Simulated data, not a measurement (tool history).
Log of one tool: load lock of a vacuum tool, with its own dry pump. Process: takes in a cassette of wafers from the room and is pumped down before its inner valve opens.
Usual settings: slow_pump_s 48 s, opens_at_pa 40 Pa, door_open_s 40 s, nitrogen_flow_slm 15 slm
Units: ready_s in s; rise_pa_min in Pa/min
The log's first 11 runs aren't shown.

run     hour  slow_pump_s  opens_at_pa  door_open_s  nitrogen_flow_slm  hours that the pump has run since its overhaul  times that the door has closed on its seal  incoming humidity of the room's air, %  ready_s  rise_pa_min
 12   3487.6           48           32           40                 15                                           19512                                       19987                                    44.3     77.2        0.095
 13   3768.5           48           32           40                 15                                           19793                                       20877                                    45.2     77.2        0.101
 14   4198.6           48           32           40                 15                                           20223                                       22238                                    42.8     77.6        0.118
 15   4578.4           48           32           40                 15                                           20603                                       23441                                    43.4     77.4        0.116
 16   4833.6           48           32           40                 15                                           20858                                       24248                                    45.7     77.6        0.122
 17   5100.1           48           40           40                 15                                           21125                                       25092                                    42.0     76.5        0.130
 18   5381.5           48           40           40                 15                                           21406                                       25983                                    42.9     76.8        0.141
 19   5718.6           31           40          231                 45                                           21743                                       27050                                    43.3     62.6        0.143
 20   6161.9           54           36           51                 17                                           22187                                       28453                                    47.9     81.7        0.160
      6338.3  -- door's seal changed, seat wiped
 21   6559.6           54           36           51                 17                                           22583                                         701                                    43.4     82.3        0.024
 22   6890.6           26           70           32                 12                                           22914                                        1749                                    45.0     56.0        0.029
 23   7147.8           24           40           40                 16                                           23171                                        2563                                    46.2     57.2        0.024
 24   7572.2           48           37           49                 14                                           23596                                        3907                                    45.8     77.3        0.029
 25   7995.7           31           40           37                 13                                           24019                                        5247                                    42.5     63.1        0.028
 26   8220.4           31           40           37                 13                                           24244                                        5959                                    48.0     63.1        0.034
 27   8439.1           84           40           40                  6                                           24462                                        6651                                    47.4    105.7        0.049
 28   8791.1           33           40           49                 15                                           24814                                        7765                                    45.4     65.1        0.037
      8833.7  -- dry pump taken out, an overhauled one fitted
 29   9014.4           33           46           83                 15                                             181                                        8453                                    45.2     60.9        0.044
 30   9298.3           66           39           40                 15                                             465                                        9352                                    41.3     88.7        0.046
 31   9679.8           66           39           40                 15                                             846                                       10559                                    49.3     89.0        0.053
 32  10109.3           61           68          152                 25                                            1276                                       11919                                    46.3     82.4        0.056
 33  10302.9           61           68          152                 25                                            1469                                       12532                                    46.4     82.6        0.066
 34  10654.6           31           44          185                  9                                            1821                                       13646                                    45.3     59.6        0.080
 35  10873.3           96           53          191                  9                                            2040                                       14338                                    44.8    111.8        0.086
 36  11264.3           96           53          191                  9                                            2431                                       15576                                    43.0    112.5        0.092

Forecast each of these 3 alternatives for the next run:
  A  11717.6           48           35          176                 15                                            2884                                       17011                                    45.7        ?            ?
  B  11717.6           27           44           40                 38                                            2884                                       17011                                    50.8        ?            ?
  C  11717.6           53           53          191                  9                                            2884                                       17011                                    46.8        ?            ?

run  ready_s  rise_pa_min
  A     74.5        0.088
  B     56.3        0.071
  C     76.9        0.106
Without the tool's hidden state the same runs would have given:
run  ready_s  rise_pa_min
  A     74.0        0.029
  B     55.7        0.010
  C     76.5        0.045
